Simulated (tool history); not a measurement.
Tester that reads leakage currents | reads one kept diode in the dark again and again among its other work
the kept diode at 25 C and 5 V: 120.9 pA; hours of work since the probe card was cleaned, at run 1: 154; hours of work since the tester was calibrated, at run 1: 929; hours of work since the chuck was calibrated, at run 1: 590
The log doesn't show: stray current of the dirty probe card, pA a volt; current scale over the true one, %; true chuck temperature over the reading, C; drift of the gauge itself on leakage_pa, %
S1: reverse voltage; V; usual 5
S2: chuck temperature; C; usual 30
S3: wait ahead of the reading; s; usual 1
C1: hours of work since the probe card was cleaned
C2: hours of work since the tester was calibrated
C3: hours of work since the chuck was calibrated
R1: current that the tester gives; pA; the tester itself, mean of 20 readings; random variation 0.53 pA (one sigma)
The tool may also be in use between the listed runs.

| run | day | S1 | S2 | S3 | C1 | C2 | C3 | R1 |
|---|---|---|---|---|---|---|---|---|
| 1 | 0 | 5 | 30 | 1 | 154 | 929 | 590 | 177.68 |
| 2 | 3.358 | 5 | 30 | 1 | 194 | 969 | 630 | 178.42 |
| 3 | 6.379 | 5 | 30 | 0.86 | 231 | 1005 | 666 | 176.95 |
| 4 | 9.079 | 5 | 30 | 1 | 263 | 1038 | 699 | 177.8 |
| 5 | 12.104 | 5 | 30 | 1 | 299 | 1074 | 735 | 177.49 |
| 6 | 13.758 | 5 | 30 | 1 | 319 | 1094 | 755 | 177.8 |
| 7 | 17.312 | 5 | 30 | 1 | 362 | 1136 | 797 | 178.65 |
| 8 | 20.212 | 11.49 | 30 | 1 | 396 | 1171 | 832 | 278.68 |
| 9 | 23.625 | 11.49 | 30 | 1 | 437 | 1212 | 873 | 281.05 |
| 10 | 25.333 | 11.49 | 30 | 1 | 458 | 1233 | 894 | 280.67 |
| 11 | 26.975 | 19.67 | 30 | 1 | 478 | 1252 | 913 | 376.24 |
| 12 | 30.508 | 5 | 30 | 1 | 520 | 1295 | 956 | 179.86 |
| 13 | 33.55 | 5 | 30 | 1 | 556 | 1331 | 992 | 180.69 |
| 14 | 37.188 | 5 | 59 | 1 | 600 | 1375 | 1036 | 1197.54 |
| 15 | 40.896 | 5 | 59 | 1 | 644 | 1419 | 1080 | 1196.84 |
| 16 | 42.962 | 5 | 25 | 1 | 669 | 1444 | 1105 | 126.51 |
| 17 | 44.962 | 5 | 25 | 1 | 693 | 1468 | 1129 | 126.53 |
| 18 | 48.75 | 5 | 25 | 1 | 739 | 1513 | 1174 | 126.29 |
| 19 | 52.342 | 5 | 25 | 1 | 782 | 1556 | 1217 | 125.95 |
| 20 | 55.579 | 5 | 25 | 1 | 821 | 1595 | 1256 | 127.13 |
| 21 | 58.183 | 1.41 | 59 | 2.45 | 852 | 1626 | 1287 | 614.65 |
| 22 | 60.4 | 12.31 | 51 | 1.46 | 878 | 1653 | 1314 | 1187.96 |
| 23 | 63.317 | 2.34 | 41 | 1 | 913 | 1688 | 1349 | 257.58 |
|  | 66.483 | chuck's temperature calibrated |
| 24 | 67.188 | 1.39 | 22 | 1.34 | 959 | 1733 | 8 | 49.59 |
| 25 | 68.833 | 10.79 | 51 | 1.06 | 978 | 1753 | 28 | 1085.93 |
| 26 | 70.758 | 2.49 | 28 | 1.17 | 1001 | 1776 | 51 | 105.91 |
|  | 71.017 | tester calibrated |
| 27 | 74.367 | 14.19 | 31 | 2.56 | 1044 | 40 | 94 | 335.91 |
|  | 76.542 | tester calibrated, once more |
| 28 | 76.542 | 5 | 30 | 0.34 | 1069 | 0 | 119 | 182.09 |
| 29 | 79.579 | 1.13 | 27 | 4.72 | 1105 | 36 | 155 | 65.34 |
| 30 | 81.612 | 5 | 23 | 3.08 | 1130 | 61 | 179 | 109.11 |
| 31 | 84.1 | 1.99 | 29 | 3.08 | 1159 | 91 | 209 | 102.89 |
| 32 | 85.683 | 15.79 | 28 | 1 | 1178 | 110 | 228 | 296.91 |
| 33 | 88.775 | 10.6 | 58 | 1 | 1215 | 147 | 265 | 1680.86 |
| 34 | 91.588 | 5 | 45 | 2.82 | 1249 | 180 | 299 | 500.33 |
| 35 | 94.25 | 9 | 30 | 9.77 | 1281 | 212 | 331 | 251.05 |
| 36 | 97.558 | 9 | 30 | 9.77 | 1321 | 252 | 371 | 250.37 |
| 37 | 99.529 | 9 | 30 | 9.77 | 1344 | 276 | 394 | 250.91 |
| 38 | 101.958 | 1.42 | 21 | 4.91 | 1374 | 305 | 423 | 47.72 |
| 39 | 105.158 | 5 | 30 | 0.94 | 1412 | 343 | 462 | 183.92 |

Hidden state or all else? Some run-to-run changes of R1, split into what the settings, what came in and random variation would give without the hidden state, and what is left for the hidden state (with any gauge scatter that isn't in both results):
Run 15 -> 16: S2 59 -> 25. R1 -1070.33 pA: hidden state -11.75, all else -1058.58.
Run 21 -> 22: S1 1.41 -> 12.31, S2 59 -> 51, S3 2.45 -> 1.46. R1 +573.31 pA: hidden state +17.39, all else +555.92.
Run 22 -> 23: S1 12.31 -> 2.34, S2 51 -> 41, S3 1.46 -> 1. R1 -930.38 pA: hidden state -21.08, all else -909.3.
Run 32 -> 33: S1 15.79 -> 10.6, S2 28 -> 58. R1 +1383.95 pA: hidden state +9.4, all else +1374.55.
Run 33 -> 34: S1 10.6 -> 5, S2 58 -> 45, S3 1 -> 2.82. R1 -1180.53 pA: hidden state -15.79, all else -1164.74.
